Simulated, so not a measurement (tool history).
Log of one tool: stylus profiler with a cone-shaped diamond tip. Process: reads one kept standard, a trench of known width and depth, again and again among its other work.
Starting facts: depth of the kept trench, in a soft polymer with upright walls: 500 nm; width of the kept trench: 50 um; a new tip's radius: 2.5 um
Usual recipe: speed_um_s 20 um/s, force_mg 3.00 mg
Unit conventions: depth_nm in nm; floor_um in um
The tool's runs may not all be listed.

run,hour,speed_um_s,force_mg,depth_nm,floor_um
1,0.0,20,3.00,508.21,46.88
2,119.3,20,3.00,508.32,46.88
3,228.2,20,3.00,508.30,46.85
# hour 301.9: new tip fitted, height scale calibrated
4,313.3,16,3.00,508.13,46.95
5,389.6,74,3.00,508.33,46.55
6,460.0,20,3.00,508.05,46.86
7,579.3,20,7.69,515.45,47.00
8,697.7,20,7.69,515.39,46.89
9,814.7,20,7.69,515.54,46.89
10,896.1,20,7.69,515.44,46.94
11,955.6,20,7.69,515.55,46.89
12,1062.1,20,3.00,508.25,46.86
13,1144.6,58,3.00,508.38,46.65
14,1273.4,20,1.05,503.76,46.80
15,1391.7,20,3.00,508.39,46.87
16,1510.1,20,3.00,508.25,46.84
17,1613.1,20,3.00,507.97,46.88
18,1669.7,20,3.00,508.14,46.95
19,1755.6,20,3.00,508.42,46.87
20,1874.4,20,6.38,513.57,46.95
21,1974.5,20,6.38,513.92,46.90
# hour 2029.1: new tip fitted, height scale calibrated
22,2075.6,27,1.39,505.15,46.73
23,2181.7,6,1.06,504.21,46.93
24,2264.4,6,1.06,504.28,46.89
25,2369.9,8,6.24,513.54,46.99
26,2466.8,8,6.24,513.36,46.96
27,2568.9,14,1.72,505.71,46.94
28,2630.3,14,1.72,505.76,46.83
29,2683.9,14,1.72,505.61,46.92
30,2765.5,12,2.14,506.36,46.96

Run 31, settings as shown, results not yet in. Your forecast:
31,2849.0,10,7.31,?,?

{"run 31": {"depth_nm": 515.02, "floor_um": 46.94}}
With no hidden state in the tool, this same run would have given depth_nm 515.02 nm, floor_um 46.95 um.
